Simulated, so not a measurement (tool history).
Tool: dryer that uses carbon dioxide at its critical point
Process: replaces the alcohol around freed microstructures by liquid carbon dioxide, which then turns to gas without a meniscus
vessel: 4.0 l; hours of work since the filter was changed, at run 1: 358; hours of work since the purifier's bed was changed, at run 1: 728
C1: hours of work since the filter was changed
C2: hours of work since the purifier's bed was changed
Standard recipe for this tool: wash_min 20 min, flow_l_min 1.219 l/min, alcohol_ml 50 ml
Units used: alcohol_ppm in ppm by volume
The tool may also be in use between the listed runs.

Run 1, day 0.000: usual settings; C1 358; C2 728. Result: alcohol_ppm 299 ppm by volume.
At day 0.408: purifier's bed changed.
Run 2, day 2.383: usual settings; C1 391; C2 29. Result: alcohol_ppm 71 ppm by volume.
Run 3, day 4.471: usual settings but alcohol_ml 67 ml; C1 421; C2 59. Result: alcohol_ppm 111 ppm by volume.
Run 4, day 5.662: usual settings; C1 438; C2 76. Result: alcohol_ppm 97 ppm by volume.
Run 5, day 7.425: usual settings; C1 464; C2 102. Result: alcohol_ppm 113 ppm by volume.
Run 6, day 9.796: usual settings; C1 498; C2 137. Result: alcohol_ppm 133 ppm by volume.
Run 7, day 12.146: usual settings but wash_min 31 min; C1 533; C2 171. Result: alcohol_ppm 66 ppm by volume.
At day 12.350: inlet filter changed.
Run 8, day 13.288: usual settings but flow_l_min 1.310 l/min; C1 14; C2 187. Result: alcohol_ppm 85 ppm by volume.
Run 9, day 14.821: usual settings but flow_l_min 1.310 l/min; C1 36; C2 209. Result: alcohol_ppm 103 ppm by volume.
Run 10, day 16.033: usual settings; C1 54; C2 227. Result: alcohol_ppm 116 ppm by volume.
Run 11, day 17.733: usual settings but wash_min 14 min; C1 78; C2 251. Result: alcohol_ppm 303 ppm by volume.
Run 12, day 18.904: usual settings but wash_min 14 min; C1 95; C2 268. Result: alcohol_ppm 297 ppm by volume.
Run 13, day 21.308: usual settings but wash_min 14 min; C1 130; C2 303. Result: alcohol_ppm 325 ppm by volume.
Run 14, day 22.975: usual settings but wash_min 14 min; C1 155; C2 328. Result: alcohol_ppm 362 ppm by volume.
Run 15, day 24.275: usual settings; C1 173; C2 347. Result: alcohol_ppm 167 ppm by volume.
Run 16, day 25.442: usual settings; C1 190; C2 363. Result: alcohol_ppm 156 ppm by volume.
Run 17, day 27.171: usual settings; C1 216; C2 389. Result: alcohol_ppm 173 ppm by volume.
Run 18, day 29.400: usual settings; C1 248; C2 421. Result: alcohol_ppm 197 ppm by volume.
Run 19, day 31.146: usual settings but wash_min 15 min, flow_l_min 1.000 l/min; C1 273; C2 446. Result: alcohol_ppm 576 ppm by volume.
Run 20, day 32.538: usual settings but wash_min 15 min, flow_l_min 0.910 l/min; C1 294; C2 467. Result: alcohol_ppm 750 ppm by volume.
Run 21, day 34.917: usual settings but wash_min 15 min, flow_l_min 0.910 l/min, alcohol_ml 106 ml; C1 328; C2 501. Result: alcohol_ppm 1466 ppm by volume.
Run 22, day 36.200: usual settings but wash_min 16 min, flow_l_min 1.930 l/min, alcohol_ml 71 ml; C1 347; C2 520. Result: alcohol_ppm 195 ppm by volume.
Run 23, day 37.550: usual settings but wash_min 16 min, flow_l_min 1.930 l/min, alcohol_ml 71 ml; C1 367; C2 540. Result: alcohol_ppm 207 ppm by volume.
Run 24, day 39.600: usual settings but wash_min 12 min, flow_l_min 1.590 l/min, alcohol_ml 49 ml; C1 396; C2 569. Result: alcohol_ppm 365 ppm by volume.
Run 25, day 41.842: usual settings but wash_min 12 min, flow_l_min 1.590 l/min, alcohol_ml 49 ml; C1 429; C2 602. Result: alcohol_ppm 379 ppm by volume.
Run 26, day 43.554: usual settings but wash_min 19 min, flow_l_min 0.780 l/min, alcohol_ml 75 ml; C1 454; C2 627. Result: alcohol_ppm 1036 ppm by volume.
Run 27, day 45.125: usual settings but wash_min 19 min, flow_l_min 1.330 l/min, alcohol_ml 82 ml; C1 477; C2 650. Result: alcohol_ppm 301 ppm by volume.
Run 28, day 47.367: usual settings but flow_l_min 1.280 l/min, alcohol_ml 55 ml; C1 509; C2 682. Result: alcohol_ppm 284 ppm by volume.
Run 29, day 48.817: usual settings but flow_l_min 1.040 l/min, alcohol_ml 28 ml; C1 530; C2 703. Result: alcohol_ppm 333 ppm by volume.
At day 49.088: inlet filter changed.
Run 30, day 50.625: usual settings but wash_min 22 min, flow_l_min 1.330 l/min, alcohol_ml 71 ml; C1 22; C2 729. Result: alcohol_ppm 266 ppm by volume.
At day 51.042: purifier's bed changed.
Run 31, day 53.150: usual settings but wash_min 19 min, flow_l_min 2.050 l/min, alcohol_ml 101 ml; C1 57; C2 31. Result: alcohol_ppm 24 ppm by volume.
Run 32, day 54.246: usual settings but wash_min 19 min, flow_l_min 2.050 l/min, alcohol_ml 101 ml; C1 73; C2 47. Result: alcohol_ppm 21 ppm by volume.
Run 33, day 56.500: usual settings but flow_l_min 1.320 l/min, alcohol_ml 24 ml; C1 106; C2 79. Result: alcohol_ppm 47 ppm by volume.
Run 34, day 58.158: usual settings but wash_min 16 min, alcohol_ml 114 ml; C1 130; C2 104. Result: alcohol_ppm 326 ppm by volume.
Run 35, day 60.233: usual settings but wash_min 22 min, flow_l_min 0.760 l/min; C1 160; C2 134. Result: alcohol_ppm 333 ppm by volume.

Some steps in alcohol_ppm, run to run, broken into two amounts with sign: the step expected even without the hidden condition (settings, incoming material, random variation), and the rest, left for the hidden condition together with whatever gauge scatter is not in both the measured and the hidden-condition-free result:
Hidden conditions of the tool in this case: flow that reaches the vessel past the clogged filter, %; alcohol in the recycled carbon dioxide, ppm; drift of the gauge itself on alcohol_ppm, %.
Run 1 -> 2: purifier's bed changed. alcohol_ppm -228 ppm by volume: hidden state -227, all else -1.
Run 20 -> 21: alcohol_ml 50 -> 106. alcohol_ppm +716 ppm by volume: hidden state +167, all else +549.
Run 21 -> 22: wash_min 15 -> 16, flow_l_min 0.910 -> 1.930, alcohol_ml 106 -> 71. alcohol_ppm -1271 ppm by volume: hidden state -251, all else -1020.
Run 26 -> 27: flow_l_min 0.780 -> 1.330, alcohol_ml 75 -> 82. alcohol_ppm -735 ppm by volume: hidden state -192, all else -543.
Run 30 -> 31: wash_min 22 -> 19, flow_l_min 1.330 -> 2.050, alcohol_ml 71 -> 101, purifier's bed changed. alcohol_ppm -242 ppm by volume: hidden state -233, all else -9.

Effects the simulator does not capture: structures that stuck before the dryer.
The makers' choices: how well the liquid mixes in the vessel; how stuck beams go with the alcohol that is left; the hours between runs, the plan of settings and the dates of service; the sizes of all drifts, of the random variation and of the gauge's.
